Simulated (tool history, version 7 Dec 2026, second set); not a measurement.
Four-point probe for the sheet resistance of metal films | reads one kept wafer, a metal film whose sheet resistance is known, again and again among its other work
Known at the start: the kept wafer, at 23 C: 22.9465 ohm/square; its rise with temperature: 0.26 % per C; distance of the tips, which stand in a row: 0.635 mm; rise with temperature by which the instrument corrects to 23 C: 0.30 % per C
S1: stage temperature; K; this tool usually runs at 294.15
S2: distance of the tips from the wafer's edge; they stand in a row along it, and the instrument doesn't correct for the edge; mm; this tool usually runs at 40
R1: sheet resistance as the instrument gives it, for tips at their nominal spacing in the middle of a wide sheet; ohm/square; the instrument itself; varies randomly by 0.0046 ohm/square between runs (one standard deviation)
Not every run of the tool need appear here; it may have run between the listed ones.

run,hour,S1,S2,R1
1,0.0,294.15,40,22.944289
2,22.1,294.15,8,23.024792
3,54.8,294.15,8,23.018249
4,87.0,294.15,8,23.019778
5,122.1,294.15,40,22.951227
6,157.8,294.15,40,22.949333
7,190.8,294.15,40,22.947262
8,223.9,303.15,40,22.885203
9,258.1,294.15,65,22.951131
10,275.2,294.15,65,22.950918
11,311.9,294.15,65,22.952612
12,332.8,294.15,65,22.956514
13,357.3,294.15,65,22.952741
14,387.0,294.15,65,22.965962
15,421.5,294.15,65,22.957049
16,442.9,294.15,40,22.966665
17,460.1,294.15,40,22.968705
18,492.9,292.15,40,22.989557
19,518.3,292.15,40,22.977973
20,539.6,294.15,9,23.025787
21,560.2,294.15,9,23.019806
22,577.9,294.15,9,23.039622
23,607.4,294.15,9,23.032822
24,631.5,305.15,36,22.881484
25,659.1,305.15,36,22.875162
26,692.7,300.15,6,23.054699
27,709.3,294.15,20,22.985166
28,742.7,294.15,20,22.986801
29,768.3,300.15,46,22.918710
30,799.0,305.15,32,22.883854
31,826.5,295.15,49,22.974693
32,848.0,295.15,49,22.975162
33,865.9,295.15,49,22.980059
34,890.1,295.15,49,22.974726
35,919.5,295.15,49,22.970990
36,957.5,302.15,68,22.906749
37,986.5,304.15,23,22.918653
38,1021.9,304.15,23,22.917601
39,1041.8,304.15,23,22.916607
40,1065.4,300.15,10,22.991447
41,1090.9,305.15,20,22.914020
42,1112.9,305.15,20,22.911710
43,1138.0,294.15,41,22.999284
44,1154.0,297.15,12,23.010009

Subtracting, for every run, the result it would have given without the tool's unlogged condition from the measured result gives the following. The same run-to-run variation enters both numbers; the gauge's scatter may not:
The tool's hidden condition here consists of: inner tips' distance over the nominal, %; tips' flats over new ones', %; wafer's true temperature over the reading, C; drift of the gauge itself on sheet_ohm, %.
run,R1
1,-0.025026
2,-0.023969
3,-0.022269
4,-0.020671
5,-0.018930
6,-0.017117
7,-0.015348
8,-0.014337
9,-0.012074
10,-0.011227
11,-0.009349
12,-0.008409
13,-0.007164
14,-0.005619
15,-0.003823
16,-0.002678
17,-0.001779
18,-0.000126
19,+0.001227
20,+0.002228
21,+0.003353
22,+0.004225
23,+0.005735
24,+0.006150
25,+0.007621
26,+0.009830
27,+0.011037
28,+0.012688
29,+0.013478
30,+0.014559
31,+0.016606
32,+0.017707
33,+0.018640
34,+0.019893
35,+0.021397
36,+0.022759
37,+0.024128
38,+0.025919
39,+0.026874
40,+0.028570
41,+0.029284
42,+0.030414
43,+0.032642
44,+0.033211
